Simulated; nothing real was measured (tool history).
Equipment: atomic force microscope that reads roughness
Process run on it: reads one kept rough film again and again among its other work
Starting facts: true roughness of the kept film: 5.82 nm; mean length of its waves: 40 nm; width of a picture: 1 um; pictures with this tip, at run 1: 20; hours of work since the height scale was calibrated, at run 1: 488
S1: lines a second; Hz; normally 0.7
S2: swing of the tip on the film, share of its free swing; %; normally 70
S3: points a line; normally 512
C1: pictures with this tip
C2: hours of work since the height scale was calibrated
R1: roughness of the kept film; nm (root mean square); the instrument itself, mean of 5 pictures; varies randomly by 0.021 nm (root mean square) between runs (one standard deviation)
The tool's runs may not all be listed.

run     day     S1  S2   S3  C1   C2     R1
  1       0    0.7  70  512  20  488  5.048
  2   0.708  2.342  70  512  43  497  4.481
  3   1.292  2.342  70  512  61  504  4.273
      1.933  -- new tip fitted
  4    2.35  2.342  70  512  13  517  4.798
  5   3.429  2.342  70  512  47  531  4.414
  6   4.267  2.342  70  512  74  542  4.154
      4.492  -- new tip fitted
  7   5.533  2.342  70  512  33  558  4.527
  8   6.258  2.104  70  512  55  567  4.309
      7.012  -- new tip fitted
  9     7.4  2.104  70  512  12  582  4.867
 10   8.492  2.104  70  512  47  596  4.415
        9.5  -- new tip fitted
 11   9.529  2.104  70  512   1  609  5.029
 12  10.825  2.104  70  512  41  625    4.5
     12.004  -- new tip fitted
 13  12.025    0.7  70  512   0  640  5.315
 14  13.258    0.7  70  512  39  656  4.752
 15  13.792    0.7  70  512  56  663  4.543
     14.517  -- new tip fitted
 16  14.779    0.7  70  512   8  675  5.199
 17  15.858    0.7  70  512  42  689  4.715
 18  16.488    0.7  70  512  62  697  4.506
     17.033  -- new tip fitted
 19  17.571    0.7  70  512  17  711   5.08
 20  18.783  3.153  73  912  55  726  4.116
     19.554  -- new tip fitted
 21   20.05    0.7  70  682  16  742  5.101
 22  21.175    0.7  69  320  51  757  4.635
     22.054  -- new tip fitted
 23  22.375  1.209  69  320  10  772  5.091
 24  23.171  1.712  66  441  35  782  4.707
 25  24.071  1.712  66  441  64  794  4.347
     24.562  -- new tip fitted
 26  24.792  1.712  66  441   7  803  5.049
 27  25.467  1.437  64  512  29  811  4.901
 28  26.042    0.7  63  512  47  819  4.732
     27.092  -- new tip fitted
 29  27.212  1.007  90  290   4  833  4.904
 30  27.904  1.369  70  257  26  842  4.834

The next listed run, before its measurement:
 31  28.446  1.369  70  257  42  849   ?

Run 31 yielded R1 4.637 nm (root mean square).
Were there no unlogged condition in the tool, this run, its random variation unchanged, would have produced R1 5.138 nm (root mean square).

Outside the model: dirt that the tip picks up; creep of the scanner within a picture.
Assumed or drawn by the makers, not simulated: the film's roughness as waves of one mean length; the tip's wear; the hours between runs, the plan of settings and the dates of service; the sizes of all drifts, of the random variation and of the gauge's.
